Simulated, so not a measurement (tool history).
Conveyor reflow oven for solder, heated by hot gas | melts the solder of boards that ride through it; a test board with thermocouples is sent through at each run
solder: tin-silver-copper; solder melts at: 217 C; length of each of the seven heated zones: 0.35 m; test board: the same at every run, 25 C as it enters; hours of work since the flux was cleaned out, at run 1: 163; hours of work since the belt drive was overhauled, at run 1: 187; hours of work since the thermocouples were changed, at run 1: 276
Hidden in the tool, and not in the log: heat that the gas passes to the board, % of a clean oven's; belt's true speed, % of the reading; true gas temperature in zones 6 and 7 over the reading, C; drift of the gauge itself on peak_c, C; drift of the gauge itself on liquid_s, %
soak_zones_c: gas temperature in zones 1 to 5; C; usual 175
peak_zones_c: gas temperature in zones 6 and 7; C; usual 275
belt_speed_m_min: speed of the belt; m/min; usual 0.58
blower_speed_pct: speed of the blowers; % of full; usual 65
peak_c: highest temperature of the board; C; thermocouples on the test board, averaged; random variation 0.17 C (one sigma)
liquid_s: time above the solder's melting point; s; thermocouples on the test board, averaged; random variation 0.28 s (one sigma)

| run | hour | soak_zones_c | peak_zones_c | belt_speed_m_min | blower_speed_pct | hours of work since the flux was cleaned out | hours of work since the belt drive was overhauled | hours of work since the thermocouples were changed | peak_c | liquid_s |
|---|---|---|---|---|---|---|---|---|---|---|
| 1 | 0 | 175 | 275 | 0.58 | 65 | 163 | 187 | 276 | 257.3 | 56.7 |
| 2 | 7.2 | 175 | 275 | 0.58 | 65 | 166 | 190 | 279 | 257.3 | 57.3 |
| 3 | 20.1 | 175 | 275 | 0.58 | 65 | 173 | 197 | 286 | 257.5 | 57.5 |
| 4 | 30.1 | 175 | 275 | 0.58 | 65 | 178 | 202 | 291 | 257.3 | 57.7 |
| 5 | 36.7 | 175 | 275 | 0.58 | 65 | 181 | 205 | 294 | 257.4 | 57.1 |
| 6 | 45.9 | 175 | 275 | 0.58 | 65 | 186 | 210 | 299 | 257.8 | 56.8 |
| 7 | 53.7 | 175 | 275 | 0.546 | 65 | 190 | 214 | 303 | 259.6 | 62.1 |
| 8 | 63.8 | 175 | 280 | 0.58 | 65 | 195 | 219 | 308 | 261.4 | 59.4 |
| 9 | 71.4 | 175 | 280 | 0.58 | 65 | 199 | 223 | 312 | 261.8 | 59.9 |
| 10 | 78.1 | 175 | 280 | 0.58 | 65 | 202 | 226 | 315 | 261.8 | 59.5 |
| 11 | 84.6 | 175 | 280 | 0.58 | 65 | 205 | 229 | 318 | 261.8 | 59.6 |
| 12 | 96.2 | 175 | 280 | 0.58 | 65 | 211 | 235 | 324 | 261.8 | 59.9 |
| 13 | 107.8 | 175 | 280 | 0.519 | 75 | 217 | 241 | 330 | 266.9 | 70.2 |
| 14 | 115.6 | 175 | 275 | 0.486 | 65 | 221 | 245 | 334 | 262.7 | 72.7 |
| 15 | 127.5 | 169 | 286 | 0.58 | 65 | 227 | 251 | 340 | 265.9 | 59.9 |
| 16 | 136.5 | 177 | 275 | 0.554 | 65 | 231 | 255 | 344 | 259.5 | 62.1 |
| 17 | 147.8 | 179 | 275 | 0.517 | 65 | 237 | 261 | 350 | 261.5 | 69.2 |
| 18 | 155.7 | 167 | 275 | 0.58 | 87 | 241 | 265 | 354 | 259.6 | 57.1 |
| 19 | 163.5 | 175 | 275 | 0.695 | 77 | 245 | 269 | 358 | 253.3 | 44.5 |
| 20 | 175.7 | 175 | 275 | 0.695 | 77 | 251 | 275 | 364 | 253.1 | 45 |
| 21 | 187.9 | 175 | 275 | 0.58 | 51 | 257 | 281 | 370 | 254.3 | 54.6 |

Forecast each of these 3 alternatives for the next run:
| A | 198.3 | 175 | 265 | 0.575 | 65 | 263 | 286 | 376 | ? | ? |
| B | 198.3 | 175 | 275 | 0.58 | 55 | 263 | 286 | 376 | ? | ? |
| C | 198.3 | 175 | 275 | 0.552 | 74 | 263 | 286 | 376 | ? | ? |

| run | peak_c | liquid_s |
|---|---|---|
| A | 249 | 52.4 |
| B | 255.1 | 56.1 |
| C | 260.3 | 61.9 |
Without the tool's hidden state the same runs would have given:
| run | peak_c | liquid_s |
|---|---|---|
| A | 249 | 52.4 |
| B | 255.1 | 56 |
| C | 260.2 | 61.9 |

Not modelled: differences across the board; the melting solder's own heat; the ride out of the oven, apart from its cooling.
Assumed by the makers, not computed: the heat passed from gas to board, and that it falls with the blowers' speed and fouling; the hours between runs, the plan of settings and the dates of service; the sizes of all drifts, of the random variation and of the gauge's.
